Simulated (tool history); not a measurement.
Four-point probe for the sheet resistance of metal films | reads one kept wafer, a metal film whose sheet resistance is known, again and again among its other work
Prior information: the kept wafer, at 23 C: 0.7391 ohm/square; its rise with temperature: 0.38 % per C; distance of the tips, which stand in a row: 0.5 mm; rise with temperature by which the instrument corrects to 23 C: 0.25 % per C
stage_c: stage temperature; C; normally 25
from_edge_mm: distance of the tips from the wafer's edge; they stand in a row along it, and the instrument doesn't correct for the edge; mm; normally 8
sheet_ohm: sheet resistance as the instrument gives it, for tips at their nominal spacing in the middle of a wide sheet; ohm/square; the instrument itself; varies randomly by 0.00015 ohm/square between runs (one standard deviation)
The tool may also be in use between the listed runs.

run	hour	stage_c	from_edge_mm	sheet_ohm
1	0.0	25	8	0.742283
2	55.9	25	33	0.741234
3	153.2	25	23	0.741177
4	223.4	25	23	0.741094
5	293.1	25	23	0.741097
6	380.1	25	8	0.742399
7	493.6	25	8	0.742474
8	603.9	25	8	0.742605
9	694.6	25	8	0.742465
10	765.7	25	25	0.741100
11	818.2	25	25	0.741224
12	920.1	25	25	0.741070
13	979.9	25	25	0.741154
14	1095.0	25	8	0.742506
15	1205.4	25	8	0.742317
16	1322.8	35	8	0.751272
17	1377.4	35	8	0.751388
18	1494.0	35	8	0.751204
19	1586.7	35	8	0.751215
20	1669.4	35	8	0.751308
21	1738.9	35	8	0.751211
22	1846.7	35	8	0.751428
23	1923.2	27	13	0.743262
24	2033.9	26	24	0.741897
25	2134.4	25	10	0.741939
26	2210.9	25	10	0.741994
# hour 2267.9: stage's thermometer calibrated
27	2310.4	25	10	0.741744
28	2426.6	25	10	0.741807
29	2528.5	18	43	0.734444
30	2637.2	24	8	0.741611
31	2742.9	27	20	0.742891
32	2817.8	27	20	0.742903
33	2928.7	27	13	0.743262
34	3017.2	35	39	0.749479
35	3136.8	35	39	0.749828
36	3211.2	34	15	0.749152
37	3262.7	26	9	0.743320
38	3330.8	25	22	0.741277
39	3450.0	25	8	0.742565
40	3545.7	23	6	0.741694
41	3604.2	23	6	0.741900
42	3687.2	23	6	0.741727
43	3773.3	19	27	0.735608
44	3834.3	34	9	0.749920

Consider 4 possible next runs. They are alternatives, not a sequence: every one starts from the tool as it was left by run 44. What does each give?
A	3913.0	25	11	?
B	3913.0	19	68	?
C	3913.0	28	13	?
D	3913.0	26	8	?

run	sheet_ohm
A	0.741553
B	0.735156
C	0.744508
D	0.743209
The same runs, with their run-to-run variation unchanged, on a tool lacking any hidden condition would have given:
run	sheet_ohm
A	0.741622
B	0.735224
C	0.744578
D	0.743279
